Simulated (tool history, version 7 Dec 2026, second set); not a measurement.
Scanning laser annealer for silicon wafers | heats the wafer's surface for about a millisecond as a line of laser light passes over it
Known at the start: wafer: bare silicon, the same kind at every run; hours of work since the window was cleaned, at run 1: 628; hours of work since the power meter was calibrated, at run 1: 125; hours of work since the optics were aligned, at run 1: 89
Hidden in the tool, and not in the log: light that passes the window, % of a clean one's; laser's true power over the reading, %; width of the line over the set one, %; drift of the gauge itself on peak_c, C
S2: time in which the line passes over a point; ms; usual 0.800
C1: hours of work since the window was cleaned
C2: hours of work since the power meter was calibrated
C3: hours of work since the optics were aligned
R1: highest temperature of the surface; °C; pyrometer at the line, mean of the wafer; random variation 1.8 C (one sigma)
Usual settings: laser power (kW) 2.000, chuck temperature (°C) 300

Run 1, hour 0.0: usual settings; C1 628; C2 125; C3 89. Result: R1 980 °C.
Run 2, hour 15.9: usual settings; C1 637; C2 134; C3 98. Result: R1 980 °C.
Run 3, hour 29.7: usual settings; C1 644; C2 141; C3 106. Result: R1 976 °C.
Run 4, hour 44.7: usual settings; C1 653; C2 150; C3 114. Result: R1 972 °C.
Run 5, hour 63.8: usual settings; C1 664; C2 161; C3 125. Result: R1 975 °C.
Run 6, hour 78.4: usual settings; C1 672; C2 169; C3 133. Result: R1 979 °C.
Run 7, hour 91.2: usual settings; C1 679; C2 176; C3 141. Result: R1 978 °C.
Run 8, hour 105.0: usual settings; C1 687; C2 184; C3 149. Result: R1 975 °C.
Run 9, hour 120.8: usual settings; C1 696; C2 193; C3 157. Result: R1 972 °C.
Run 10, hour 141.6: usual settings; C1 708; C2 205; C3 169. Result: R1 976 °C.
Run 11, hour 152.2: usual settings; C1 714; C2 211; C3 175. Result: R1 969 °C.
Run 12, hour 171.0: usual settings; C1 725; C2 222; C3 186. Result: R1 975 °C.
Run 13, hour 193.3: usual settings; C1 737; C2 234; C3 199. Result: R1 972 °C.
Run 14, hour 212.9: usual settings but S2 0.861 ms; C1 748; C2 245; C3 210. Result: R1 996 °C.
Run 15, hour 229.8: usual settings but S2 0.861 ms; C1 758; C2 255; C3 219. Result: R1 996 °C.
Run 16, hour 249.4: usual settings; C1 769; C2 266; C3 230. Result: R1 970 °C.
Run 17, hour 261.3: usual settings but chuck temperature (°C) 287; C1 776; C2 273; C3 237. Result: R1 958 °C.
Run 18, hour 274.7: usual settings but chuck temperature (°C) 329; C1 783; C2 281; C3 245. Result: R1 999 °C.
Run 19, hour 297.5: usual settings but S2 0.740 ms, chuck temperature (°C) 329; C1 796; C2 293; C3 258. Result: R1 972 °C.
Run 20, hour 311.5: usual settings but S2 0.873 ms; C1 804; C2 301; C3 266. Result: R1 999 °C.
Run 21, hour 322.1: usual settings but S2 0.873 ms; C1 810; C2 307; C3 272. Result: R1 998 °C.
Run 22, hour 336.0: usual settings but S2 0.873 ms; C1 818; C2 315; C3 280. Result: R1 999 °C.
Run 23, hour 347.8: usual settings but S2 0.873 ms; C1 825; C2 322; C3 286. Result: R1 997 °C.
Run 24, hour 364.9: usual settings but S2 0.845 ms; C1 835; C2 332; C3 296. Result: R1 986 °C.
Run 25, hour 388.5: usual settings but S2 0.845 ms; C1 848; C2 345; C3 309. Result: R1 987 °C.
Run 26, hour 402.6: usual settings but laser power (kW) 2.139, S2 0.785 ms, chuck temperature (°C) 325; C1 856; C2 353; C3 317. Result: R1 1043 °C.
Run 27, hour 426.3: usual settings but laser power (kW) 2.122, S2 0.785 ms, chuck temperature (°C) 325; C1 870; C2 367; C3 331. Result: R1 1032 °C.
Run 28, hour 449.0: usual settings but S2 0.953 ms, chuck temperature (°C) 268; C1 882; C2 379; C3 344. Result: R1 992 °C.
Run 29, hour 469.7: usual settings but laser power (kW) 2.167, S2 0.652 ms, chuck temperature (°C) 338; C1 894; C2 391; C3 355. Result: R1 1002 °C.
Run 30, hour 482.9: usual settings but laser power (kW) 1.812, chuck temperature (°C) 296; C1 902; C2 399; C3 363. Result: R1 883 °C.
Run 31, hour 495.9: usual settings but S2 0.639 ms; C1 909; C2 406; C3 370. Result: R1 895 °C.
At hour 509.1: window over the wafer cleaned.
Run 32, hour 516.5: usual settings but laser power (kW) 2.125, S2 0.639 ms, chuck temperature (°C) 289; C1 4; C2 417; C3 381. Result: R1 963 °C.
Run 33, hour 529.1: usual settings but laser power (kW) 2.039, chuck temperature (°C) 275; C1 11; C2 424; C3 388. Result: R1 991 °C.
Run 34, hour 541.4: usual settings but laser power (kW) 2.094, S2 1.000 ms, chuck temperature (°C) 338; C1 18; C2 431; C3 395. Result: R1 1166 °C.
Run 35, hour 556.5: usual settings but laser power (kW) 2.094, S2 1.000 ms, chuck temperature (°C) 338; C1 27; C2 439; C3 404. Result: R1 1166 °C.
Run 36, hour 570.5: usual settings but laser power (kW) 1.911, S2 0.756 ms, chuck temperature (°C) 290; C1 35; C2 447; C3 412. Result: R1 931 °C.
Run 37, hour 592.8: usual settings but S2 0.794 ms; C1 47; C2 460; C3 424. Result: R1 993 °C.
Run 38, hour 602.4: usual settings but laser power (kW) 2.069, S2 0.944 ms, chuck temperature (°C) 280; C1 53; C2 465; C3 430. Result: R1 1071 °C.
Run 39, hour 624.0: usual settings but laser power (kW) 1.767, S2 0.582 ms, chuck temperature (°C) 270; C1 65; C2 478; C3 442. Result: R1 776 °C.
Run 40, hour 635.3: usual settings but laser power (kW) 1.767, S2 0.999 ms, chuck temperature (°C) 270; C1 72; C2 484; C3 448. Result: R1 936 °C.
Run 41, hour 653.5: usual settings but laser power (kW) 1.767, S2 0.999 ms, chuck temperature (°C) 270; C1 82; C2 494; C3 459. Result: R1 930 °C.
Run 42, hour 677.4: usual settings but laser power (kW) 1.767, S2 0.744 ms, chuck temperature (°C) 335; C1 95; C2 508; C3 472. Result: R1 903 °C.

3 ways to go on from here, each from the tool as it stands after run 42. What would each give?
Run A, hour 696.2: usual settings but laser power (kW) 1.785, S2 0.725 ms, chuck temperature (°C) 335; C1 106; C2 519; C3 483. Result: R1 ?.
Run B, hour 696.2: usual settings but laser power (kW) 2.164, S2 0.879 ms; C1 106; C2 519; C3 483. Result: R1 ?.
Run C, hour 696.2: usual settings but laser power (kW) 2.075; C1 106; C2 519; C3 483. Result: R1 ?.

run    R1
  A   907
  B  1105
  C  1024
Without the tool's hidden state the same runs would have given:
run    R1
  A   919
  B  1123
  C  1040
